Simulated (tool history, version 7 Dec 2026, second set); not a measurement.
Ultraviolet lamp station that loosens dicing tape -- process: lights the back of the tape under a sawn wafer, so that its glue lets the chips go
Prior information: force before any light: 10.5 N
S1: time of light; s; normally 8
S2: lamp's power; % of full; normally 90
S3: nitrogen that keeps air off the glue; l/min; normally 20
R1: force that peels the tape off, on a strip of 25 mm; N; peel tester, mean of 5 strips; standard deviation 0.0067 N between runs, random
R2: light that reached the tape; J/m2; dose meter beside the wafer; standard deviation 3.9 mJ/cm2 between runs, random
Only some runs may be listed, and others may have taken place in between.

run 1 hour=0 | S1=8 S2=90 S3=20 | R1=0.519 R2=4430
run 2 hour=56.6 | S1=8 S2=90 S3=20 | R1=0.563 R2=4320
run 3 hour=89.9 | S1=4 S2=90 S3=20 | R1=2.216 R2=2170
run 4 hour=130.3 | S1=8 S2=90 S3=20 | R1=0.583 R2=4180
run 5 hour=193.6 | S1=12 S2=90 S3=20 | R1=0.246 R2=6170
run 6 hour=223.6 | S1=12 S2=90 S3=20 | R1=0.258 R2=6100
-- hour=230.1 window cleaned of glue's vapour
run 7 hour=288.5 | S1=8 S2=70 S3=20 | R1=1.283 R2=2960
run 8 hour=328.2 | S1=8 S2=70 S3=20 | R1=1.343 R2=2880
run 9 hour=389.1 | S1=8 S2=70 S3=20 | R1=1.43 R2=2790
run 10 hour=434.8 | S1=8 S2=90 S3=20 | R1=0.879 R2=3550
run 11 hour=465.9 | S1=8 S2=90 S3=12 | R1=1.473 R2=3470
run 12 hour=520.2 | S1=8 S2=90 S3=12 | R1=1.481 R2=3430
run 13 hour=568.6 | S1=8 S2=90 S3=12 | R1=1.539 R2=3300
-- hour=583.6 window cleaned of glue's vapour, once more
run 14 hour=633.3 | S1=8 S2=90 S3=26 | R1=0.438 R2=4340
run 15 hour=675 | S1=5 S2=90 S3=26 | R1=1.304 R2=2640
run 16 hour=735.7 | S1=5 S2=90 S3=26 | R1=1.406 R2=2580
run 17 hour=787.9 | S1=8 S2=90 S3=20 | R1=0.632 R2=4060
run 18 hour=853.7 | S1=8 S2=90 S3=20 | R1=0.664 R2=3950
run 19 hour=885.9 | S1=8 S2=90 S3=20 | R1=0.677 R2=3850
run 20 hour=938.4 | S1=8 S2=90 S3=20 | R1=0.724 R2=3780
run 21 hour=993.6 | S1=8 S2=87 S3=32 | R1=0.578 R2=3590
run 22 hour=1053.8 | S1=8 S2=90 S3=23 | R1=0.743 R2=3630
run 23 hour=1102.8 | S1=13 S2=77 S3=10 | R1=0.816 R2=4930
run 24 hour=1164.2 | S1=12 S2=75 S3=6 | R1=1.662 R2=4350
-- hour=1185.4 window cleaned of glue's vapour
run 25 hour=1230.9 | S1=12 S2=75 S3=32 | R1=0.29 R2=4770
run 26 hour=1291.5 | S1=5 S2=92 S3=11 | R1=2.701 R2=2380
run 27 hour=1323.5 | S1=7 S2=77 S3=11 | R1=2.195 R2=2780
run 28 hour=1376.6 | S1=12 S2=76 S3=11 | R1=0.859 R2=4590
run 29 hour=1440.7 | S1=8 S2=90 S3=14 | R1=1.165 R2=3510
run 30 hour=1502 | S1=7 S2=90 S3=10 | R1=2.036 R2=2960
run 31 hour=1558.4 | S1=11 S2=90 S3=15 | R1=0.642 R2=4610
run 32 hour=1605 | S1=11 S2=90 S3=15 | R1=0.67 R2=4490
-- hour=1635 lamp changed
run 33 hour=1666.1 | S1=4 S2=95 S3=15 | R1=1.541 R2=3060
run 34 hour=1693.3 | S1=4 S2=95 S3=15 | R1=1.589 R2=3050
run 35 hour=1753.3 | S1=12 S2=80 S3=21 | R1=0.181 R2=7530
-- hour=1789 window cleaned of glue's vapour
run 36 hour=1817.2 | S1=15 S2=61 S3=29 | R1=0.152 R2=8030
run 37 hour=1877.1 | S1=15 S2=61 S3=29 | R1=0.166 R2=8000
run 38 hour=1917.6 | S1=10 S2=65 S3=15 | R1=0.417 R2=5510
run 39 hour=1946.2 | S1=8 S2=68 S3=20 | R1=0.484 R2=4560

The logged runs with the hidden state left out (each run's random variation unchanged):
Hidden state present: lamp's light, % of a new lamp's; light that the window lets through, % of a clean one's; drift of the gauge itself on peel_n, %; drift of the gauge itself on dose_mj_cm2, %.
run=1 R1=0.221 R2=6570
run=2 R1=0.225 R2=6560
run=3 R1=1.019 R2=3330
run=4 R1=0.219 R2=6550
run=5 R1=0.15 R2=9890
run=6 R1=0.155 R2=9910
run=7 R1=0.368 R2=5160
run=8 R1=0.373 R2=5120
run=9 R1=0.379 R2=5080
run=10 R1=0.221 R2=6600
run=11 R1=0.355 R2=6570
run=12 R1=0.34 R2=6630
run=13 R1=0.341 R2=6540
run=14 R1=0.191 R2=6620
run=15 R1=0.491 R2=4120
run=16 R1=0.509 R2=4120
run=17 R1=0.219 R2=6590
run=18 R1=0.21 R2=6610
run=19 R1=0.209 R2=6510
run=20 R1=0.218 R2=6550
run=21 R1=0.184 R2=6370
run=22 R1=0.211 R2=6600
run=23 R1=0.214 R2=9200
run=24 R1=0.406 R2=8320
run=25 R1=0.151 R2=8200
run=26 R1=1.035 R2=4200
run=27 R1=0.725 R2=4960
run=28 R1=0.217 R2=8380
run=29 R1=0.283 R2=6600
run=30 R1=0.546 R2=5740
run=31 R1=0.171 R2=9130
run=32 R1=0.166 R2=9090
run=33 R1=1.194 R2=3490
run=34 R1=1.207 R2=3520
run=35 R1=0.159 R2=8870
run=36 R1=0.149 R2=8340
run=37 R1=0.162 R2=8480
run=38 R1=0.352 R2=5930
run=39 R1=0.394 R2=4960
